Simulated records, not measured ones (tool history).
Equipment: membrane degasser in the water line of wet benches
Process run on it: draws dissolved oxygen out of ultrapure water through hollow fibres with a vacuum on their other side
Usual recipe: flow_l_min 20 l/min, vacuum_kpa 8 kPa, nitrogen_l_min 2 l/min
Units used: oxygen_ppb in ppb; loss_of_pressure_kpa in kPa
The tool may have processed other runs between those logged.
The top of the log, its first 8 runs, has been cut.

run	hour	flow_l_min	vacuum_kpa	nitrogen_l_min	hours since the membrane was changed	hours since the vacuum gauge was calibrated	hours since the vacuum lines were made tight	oxygen_ppb	loss_of_pressure_kpa
9	479	29	8	2	1162	479	638	185.6	77.56
10	512.8	29	8	2	1196	513	672	186.1	77.5
11	580.5	29	8	2	1263	580	740	187.8	77.79
12	642.5	29	8	2	1325	642	802	185.9	77.44
13	698.1	29	8	2	1381	698	858	184.6	77.77
14	746.9	29	8	2	1430	747	906	186.3	77.48
15	791.9	20	8	2	1475	792	951	119.7	53.37
# hour 798.6: vacuum gauge calibrated
16	827	20	8	2	1509	28	986	122.2	53.68
17	899.4	26	8	2	1582	101	1058	165	68.97
18	939.3	20	13.55	0.93	1622	141	1098	484.4	54.05
19	993.8	16	7.79	1.25	1676	195	1153	141.3	42.63
20	1057.1	16	7.79	1.25	1740	258	1216	141.5	42.7
21	1091.5	15	16.96	2.2	1774	293	1250	224.4	39.87
22	1148	15	16.96	2.08	1830	349	1307	236.8	40.36
23	1188.7	19	8	4.17	1871	390	1348	59.2	50.68
24	1237.3	20	7.52	1.37	1920	439	1396	155.6	53.7
# hour 1241.6: vacuum gauge calibrated, once more
25	1274.1	21	17.13	1.69	1956	33	1433	398.1	56.3
26	1307.4	21	17.13	3.74	1989	66	1466	199.1	56.57
27	1365.5	21	17.13	3.74	2047	124	1524	192.1	56.55
28	1421.1	21	19.5	1.07	2103	179	1580	670.8	56.1
29	1488.9	20	8	1.31	2171	247	1647	172.1	53.78
30	1520.4	20	8	1.31	2202	279	1679	171.5	53.63
31	1576.8	13	14.06	5.32	2259	335	1735	66.9	34.88

Consider 5 possible next runs. They are alternatives, not a sequence: every one starts from the tool as it was left by run 31. What does each give?
A	1651	20	16.43	2.36	2333	409	1809	?	?
B	1651	20	7.55	2	2333	409	1809	?	?
C	1651	23	19.6	1.08	2333	409	1809	?	?
D	1651	13	18.19	5.45	2333	409	1809	?	?
E	1651	31	11.7	1.04	2333	409	1809	?	?

run	oxygen_ppb	loss_of_pressure_kpa
A	265.2	54.09
B	108.5	53.59
C	729.4	61.82
D	89.4	34.58
E	526	83.76
What these runs would have given with no unlogged condition in the tool:
run	oxygen_ppb	loss_of_pressure_kpa
A	264.1	53.24
B	108.7	52.75
C	728.7	60.84
D	88.6	34.04
E	526.5	82.44
